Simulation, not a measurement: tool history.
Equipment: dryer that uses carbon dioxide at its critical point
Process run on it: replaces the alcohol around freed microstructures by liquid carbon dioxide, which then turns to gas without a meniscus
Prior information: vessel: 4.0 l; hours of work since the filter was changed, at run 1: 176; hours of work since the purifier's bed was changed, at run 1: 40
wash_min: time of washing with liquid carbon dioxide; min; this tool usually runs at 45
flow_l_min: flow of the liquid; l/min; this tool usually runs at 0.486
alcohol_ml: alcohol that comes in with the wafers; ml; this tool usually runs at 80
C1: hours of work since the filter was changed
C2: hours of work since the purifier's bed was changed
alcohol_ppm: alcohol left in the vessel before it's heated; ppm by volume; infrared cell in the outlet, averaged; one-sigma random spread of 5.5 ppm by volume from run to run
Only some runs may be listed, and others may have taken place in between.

Run 1, hour 0.0: usual settings; C1 176; C2 40. Result: alcohol_ppm 184 ppm by volume.
Run 2, hour 16.3: usual settings but alcohol_ml 50 ml; C1 183; C2 47. Result: alcohol_ppm 131 ppm by volume.
Run 3, hour 26.8: usual settings; C1 188; C2 52. Result: alcohol_ppm 194 ppm by volume.
Run 4, hour 35.5: usual settings but wash_min 64 min; C1 191; C2 55. Result: alcohol_ppm 35 ppm by volume.
Run 5, hour 47.1: usual settings but wash_min 64 min; C1 196; C2 61. Result: alcohol_ppm 35 ppm by volume.
Run 6, hour 62.0: usual settings but wash_min 64 min; C1 203; C2 67. Result: alcohol_ppm 40 ppm by volume.
Run 7, hour 73.5: usual settings but flow_l_min 0.403 l/min, alcohol_ml 97 ml; C1 208; C2 72. Result: alcohol_ppm 544 ppm by volume.
Run 8, hour 86.0: usual settings but flow_l_min 0.403 l/min, alcohol_ml 97 ml; C1 214; C2 78. Result: alcohol_ppm 542 ppm by volume.
Run 9, hour 98.4: usual settings but flow_l_min 0.403 l/min, alcohol_ml 97 ml; C1 219; C2 83. Result: alcohol_ppm 521 ppm by volume.
Run 10, hour 111.0: usual settings but wash_min 35 min, alcohol_ml 95 ml; C1 225; C2 89. Result: alcohol_ppm 626 ppm by volume.
Run 11, hour 123.9: usual settings but wash_min 44 min, flow_l_min 0.447 l/min; C1 230; C2 94. Result: alcohol_ppm 324 ppm by volume.

5 options for the next run, each taken on its own from the tool as it stands now. Forecast them:
Run A, hour 138.5: usual settings but wash_min 27 min, flow_l_min 0.447 l/min, alcohol_ml 22 ml; C1 237; C2 101. Result: alcohol_ppm ?.
Run B, hour 138.5: usual settings but flow_l_min 0.651 l/min; C1 237; C2 101. Result: alcohol_ppm ?.
Run C, hour 138.5: usual settings but wash_min 46 min, flow_l_min 0.806 l/min; C1 237; C2 101. Result: alcohol_ppm ?.
Run D, hour 138.5: usual settings but wash_min 64 min, flow_l_min 0.447 l/min, alcohol_ml 105 ml; C1 237; C2 101. Result: alcohol_ppm ?.
Run E, hour 138.5: usual settings but alcohol_ml 53 ml; C1 237; C2 101. Result: alcohol_ppm ?.

run  alcohol_ppm
  A          454
  B           47
  C           26
  D           75
  E          140
What these runs would have given with no unlogged condition in the tool:
run  alcohol_ppm
  A          401
  B           28
  C           12
  D           51
  E          107
